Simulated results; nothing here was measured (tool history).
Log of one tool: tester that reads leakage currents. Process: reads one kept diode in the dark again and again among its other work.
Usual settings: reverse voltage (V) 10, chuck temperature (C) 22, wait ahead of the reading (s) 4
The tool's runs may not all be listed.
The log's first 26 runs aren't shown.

| run | hour | reverse voltage (V) | chuck temperature (C) | wait ahead of the reading (s) | current that the tester gives (pA) |
|---|---|---|---|---|---|
|  | 617.6 | chuck's temperature calibrated |
| 27 | 631.8 | 1.6 | 48 | 0.79 | 748.93 |
|  | 641.2 | probe card cleaned and baked |
| 28 | 665.9 | 10 | 52 | 0.55 | 2019.74 |
| 29 | 683.9 | 10 | 28 | 1.21 | 284.91 |
| 30 | 703.3 | 2 | 22 | 5.59 | 90.95 |
| 31 | 728 | 10.6 | 22 | 3.41 | 169.02 |
| 32 | 747.5 | 10 | 54 | 0.41 | 2322.34 |
| 33 | 767.3 | 10 | 54 | 0.41 | 2317.61 |
| 34 | 788.4 | 6.9 | 40 | 5.07 | 682.87 |
| 35 | 822.2 | 1.2 | 31 | 5.07 | 167.95 |
| 36 | 837.4 | 1.3 | 31 | 5.07 | 172.5 |
| 37 | 869.4 | 1.3 | 31 | 5.07 | 173.17 |
| 38 | 897 | 3.8 | 26 | 1.26 | 165.97 |
| 39 | 923.6 | 10 | 39 | 4 | 718.74 |
| 40 | 957.3 | 1.5 | 50 | 7.02 | 856.05 |

Forecast each of these 4 alternatives for the next run:
| A | 990.6 | 2.7 | 20 | 2.57 | ? |
| B | 990.6 | 1.1 | 23 | 7.02 | ? |
| C | 990.6 | 10 | 20 | 0.91 | ? |
| D | 990.6 | 10 | 58 | 4 | ? |

| run | current that the tester gives (pA) |
|---|---|
| A | 84.4 |
| B | 79.93 |
| C | 138.34 |
| D | 3135.81 |
Without the tool's hidden state the same runs would have given:
| run | current that the tester gives (pA) |
|---|---|
| A | 84.45 |
| B | 79.99 |
| C | 138.42 |
| D | 3137.65 |

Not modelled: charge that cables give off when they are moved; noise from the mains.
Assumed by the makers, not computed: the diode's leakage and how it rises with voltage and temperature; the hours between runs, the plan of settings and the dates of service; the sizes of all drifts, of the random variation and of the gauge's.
